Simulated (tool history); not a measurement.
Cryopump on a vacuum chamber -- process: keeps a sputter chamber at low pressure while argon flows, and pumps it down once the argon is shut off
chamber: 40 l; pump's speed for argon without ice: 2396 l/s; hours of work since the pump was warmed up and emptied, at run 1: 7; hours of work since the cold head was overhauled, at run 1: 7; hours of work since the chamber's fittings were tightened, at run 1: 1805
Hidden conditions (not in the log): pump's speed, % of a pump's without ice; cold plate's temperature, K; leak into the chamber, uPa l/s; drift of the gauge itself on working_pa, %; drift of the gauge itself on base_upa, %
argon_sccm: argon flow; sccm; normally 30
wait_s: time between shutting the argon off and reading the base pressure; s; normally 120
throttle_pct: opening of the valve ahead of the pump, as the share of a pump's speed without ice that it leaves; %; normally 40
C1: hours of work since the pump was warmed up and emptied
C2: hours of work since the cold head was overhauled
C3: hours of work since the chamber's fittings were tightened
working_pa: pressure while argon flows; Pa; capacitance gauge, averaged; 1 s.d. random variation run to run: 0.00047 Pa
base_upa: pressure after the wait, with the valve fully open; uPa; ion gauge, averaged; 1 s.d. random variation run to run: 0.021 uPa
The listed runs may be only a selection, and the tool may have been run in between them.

run 1 hour=0 | argon_sccm=30 wait_s=120 throttle_pct=40 | C1=7 C2=7 C3=1805 | working_pa=0.0531 base_upa=0.99
run 2 hour=22.7 | argon_sccm=30 wait_s=90 throttle_pct=40 | C1=23 C2=23 C3=1821 | working_pa=0.0527 base_upa=1.06
run 3 hour=35.8 | argon_sccm=27 wait_s=120 throttle_pct=40 | C1=32 C2=32 C3=1831 | working_pa=0.0477 base_upa=0.99
run 4 hour=48.1 | argon_sccm=27 wait_s=120 throttle_pct=40 | C1=41 C2=41 C3=1839 | working_pa=0.0482 base_upa=0.97
run 5 hour=67 | argon_sccm=27 wait_s=120 throttle_pct=40 | C1=55 C2=55 C3=1853 | working_pa=0.0479 base_upa=0.98
run 6 hour=95.6 | argon_sccm=27 wait_s=120 throttle_pct=40 | C1=75 C2=75 C3=1874 | working_pa=0.0486 base_upa=0.99
run 7 hour=115.9 | argon_sccm=27 wait_s=64 throttle_pct=40 | C1=90 C2=90 C3=1888 | working_pa=0.0489 base_upa=1.32
run 8 hour=132.5 | argon_sccm=30 wait_s=120 throttle_pct=40 | C1=102 C2=102 C3=1900 | working_pa=0.053 base_upa=0.99
run 9 hour=147.4 | argon_sccm=40 wait_s=120 throttle_pct=40 | C1=112 C2=112 C3=1911 | working_pa=0.0713 base_upa=1
run 10 hour=173 | argon_sccm=40 wait_s=120 throttle_pct=40 | C1=131 C2=131 C3=1929 | working_pa=0.071 base_upa=1.02
-- hour=192 leaking fittings of the chamber tightened, without venting
run 11 hour=199.4 | argon_sccm=40 wait_s=120 throttle_pct=40 | C1=148 C2=148 C3=5 | working_pa=0.0715 base_upa=0.44
run 12 hour=223.5 | argon_sccm=40 wait_s=120 throttle_pct=40 | C1=165 C2=165 C3=23 | working_pa=0.0717 base_upa=0.46
run 13 hour=241.8 | argon_sccm=40 wait_s=120 throttle_pct=40 | C1=179 C2=179 C3=36 | working_pa=0.0714 base_upa=0.52
run 14 hour=261.7 | argon_sccm=40 wait_s=120 throttle_pct=40 | C1=193 C2=193 C3=50 | working_pa=0.0714 base_upa=0.49
run 15 hour=275.1 | argon_sccm=17 wait_s=21 throttle_pct=21 | C1=202 C2=202 C3=60 | working_pa=0.0576 base_upa=2.05
run 16 hour=290.8 | argon_sccm=17 wait_s=21 throttle_pct=21 | C1=214 C2=214 C3=71 | working_pa=0.0572 base_upa=2.01

Run 17 is up next; what results do you expect?
run 17 hour=310.4 | argon_sccm=17 wait_s=21 throttle_pct=21 | C1=228 C2=228 C3=85 | working_pa=? base_upa=?

{"run 17": {"working_pa": 0.0574, "base_upa": 2.06}}
With the hidden condition absent and the run-to-run variation left alone, this run would have shown working_pa 0.0568 Pa, base_upa 2.02 uPa.

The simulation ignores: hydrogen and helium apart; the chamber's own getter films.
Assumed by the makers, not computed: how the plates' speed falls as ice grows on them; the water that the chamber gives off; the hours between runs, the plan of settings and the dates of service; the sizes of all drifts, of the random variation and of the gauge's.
